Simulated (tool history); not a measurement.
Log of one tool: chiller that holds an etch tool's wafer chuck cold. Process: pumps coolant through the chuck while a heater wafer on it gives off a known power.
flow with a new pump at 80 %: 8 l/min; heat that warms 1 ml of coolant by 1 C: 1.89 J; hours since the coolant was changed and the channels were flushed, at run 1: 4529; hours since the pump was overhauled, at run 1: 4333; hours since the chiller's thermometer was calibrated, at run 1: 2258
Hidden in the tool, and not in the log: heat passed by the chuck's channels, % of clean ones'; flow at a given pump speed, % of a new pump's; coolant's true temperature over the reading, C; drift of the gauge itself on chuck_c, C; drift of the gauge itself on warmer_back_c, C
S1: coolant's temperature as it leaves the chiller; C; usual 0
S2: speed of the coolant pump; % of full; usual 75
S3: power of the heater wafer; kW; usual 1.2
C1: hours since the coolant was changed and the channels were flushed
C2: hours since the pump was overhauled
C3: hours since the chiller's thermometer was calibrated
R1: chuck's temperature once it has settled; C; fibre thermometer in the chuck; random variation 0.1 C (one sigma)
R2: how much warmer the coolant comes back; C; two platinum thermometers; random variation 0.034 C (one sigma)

run     day  S1  S2     S3    C1    C2    C3    R1    R2
  1       0   0  75    1.2  4529  4333  2258   9.6  5.33
  2     3.8   0  75    1.2  4620  4424  2349   9.5  5.28
  3   9.021   0  75    1.2  4746  4549  2474   9.5  5.27
  4  12.679   0  75    1.2  4834  4637  2562   9.5  5.34
  5  16.129   0  75  0.916  4916  4720  2645   7.3  4.07
  6  18.633   0  75  0.916  4976  4780  2705   7.2  4.03
  7  23.112   0  75   1.52  5084  4888  2813  11.9  6.73
     23.575  -- chiller's thermometer calibrated
  8  26.371   0  75   1.52  5161  4965    67  12.1  6.72
  9  29.796   0  75   1.52  5243  5047   149  12.2  6.67
 10  34.158   0  75   1.52  5348  5152   254  12.1  6.69
 11  39.362   0  75  0.948  5473  5277   379   7.5  4.18
     42.592  -- chiller's thermometer calibrated, once more
 12  45.412   0  75  0.948  5617  5421    68   7.6  4.19
 13  48.275   0  75  0.948  5686  5490   136   7.5  4.23
 14  51.429   0  75  0.948  5762  5565   212   7.8  4.17
 15  55.483   9  75  0.805  5859  5663   309  15.5  3.59
 16  60.671   9  68  0.805  5983  5787   434    16  4.02
 17  65.817   9  68  0.805  6107  5911   557    16     4

Run 18 comes next. What will it give?
 18  71.183   9  68  0.805  6236  6039  686   ?   ?

Run 18 gave R1 16 C, R2 4.01 C.
Without the tool's hidden state the same run would have given R1 15.3 C, R2 3.84 C.
